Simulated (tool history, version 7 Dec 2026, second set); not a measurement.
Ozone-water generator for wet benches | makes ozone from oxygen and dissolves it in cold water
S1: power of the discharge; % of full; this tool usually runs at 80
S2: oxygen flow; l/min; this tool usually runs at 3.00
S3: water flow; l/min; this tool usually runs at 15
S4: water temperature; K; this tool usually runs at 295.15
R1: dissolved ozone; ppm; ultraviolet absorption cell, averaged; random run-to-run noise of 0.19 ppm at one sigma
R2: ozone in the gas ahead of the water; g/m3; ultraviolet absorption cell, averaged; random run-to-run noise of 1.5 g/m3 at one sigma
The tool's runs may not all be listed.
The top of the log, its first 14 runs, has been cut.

run 15 hour=745.3 | S1=80 S2=3.00 S3=15 S4=295.15 | R1=25.6 R2=267.0
run 16 hour=786.7 | S1=80 S2=2.04 S3=15 S4=295.15 | R1=22.8 R2=308.0
run 17 hour=845.8 | S1=80 S2=5.12 S3=14 S4=295.15 | R1=29.0 R2=222.5
run 18 hour=908.5 | S1=80 S2=5.12 S3=10 S4=293.15 | R1=37.0 R2=220.3
run 19 hour=970.8 | S1=80 S2=4.58 S3=10 S4=292.15 | R1=37.7 R2=230.9
-- hour=978.8 water thermometer calibrated
run 20 hour=1005.1 | S1=46 S2=1.65 S3=23 S4=290.15 | R1=10.3 R2=240.5
run 21 hour=1086.2 | S1=94 S2=3.00 S3=15 S4=295.15 | R1=27.6 R2=291.0
run 22 hour=1134.5 | S1=90 S2=2.93 S3=15 S4=294.15 | R1=27.5 R2=286.9
run 23 hour=1207.0 | S1=48 S2=1.87 S3=9 S4=289.15 | R1=27.1 R2=234.9
run 24 hour=1254.9 | S1=80 S2=3.00 S3=12 S4=289.15 | R1=32.6 R2=265.0
run 25 hour=1316.8 | S1=80 S2=2.56 S3=20 S4=295.15 | R1=18.7 R2=278.1
run 26 hour=1351.5 | S1=80 S2=3.00 S3=13 S4=302.15 | R1=25.0 R2=264.2
run 27 hour=1403.7 | S1=80 S2=1.50 S3=12 S4=295.15 | R1=24.9 R2=337.6
-- hour=1427.7 water thermometer calibrated, once more
run 28 hour=1455.2 | S1=80 S2=1.50 S3=12 S4=295.15 | R1=24.7 R2=331.9
run 29 hour=1533.0 | S1=80 S2=1.50 S3=12 S4=295.15 | R1=25.0 R2=334.4
run 30 hour=1599.9 | S1=45 S2=3.00 S3=15 S4=295.15 | R1=18.3 R2=191.7
run 31 hour=1648.9 | S1=80 S2=3.86 S3=19 S4=288.15 | R1=23.9 R2=242.2
run 32 hour=1695.9 | S1=80 S2=3.86 S3=19 S4=288.15 | R1=23.9 R2=240.7

What if the next run were any one of these 5? Each begins from the tool's condition after run 32:
run A hour=1736.6 | S1=80 S2=3.00 S3=15 S4=292.15 | R1=? R2=?
run B hour=1736.6 | S1=44 S2=3.00 S3=13 S4=295.15 | R1=? R2=?
run C hour=1736.6 | S1=80 S2=3.86 S3=19 S4=290.15 | R1=? R2=?
run D hour=1736.6 | S1=54 S2=2.96 S3=12 S4=288.15 | R1=? R2=?
run E hour=1736.6 | S1=80 S2=4.27 S3=19 S4=293.15 | R1=? R2=?

run=A R1=26.1 R2=262.9
run=B R1=19.5 R2=189.5
run=C R1=23.5 R2=240.8
run=D R1=26.0 R2=211.5
run=E R1=23.4 R2=233.0
The same runs, with their run-to-run variation unchanged, on a tool lacking any hidden condition would have given:
run=A R1=28.5 R2=280.5
run=B R1=20.9 R2=198.0
run=C R1=25.8 R2=256.8
run=D R1=28.0 R2=222.5
run=E R1=25.7 R2=248.5
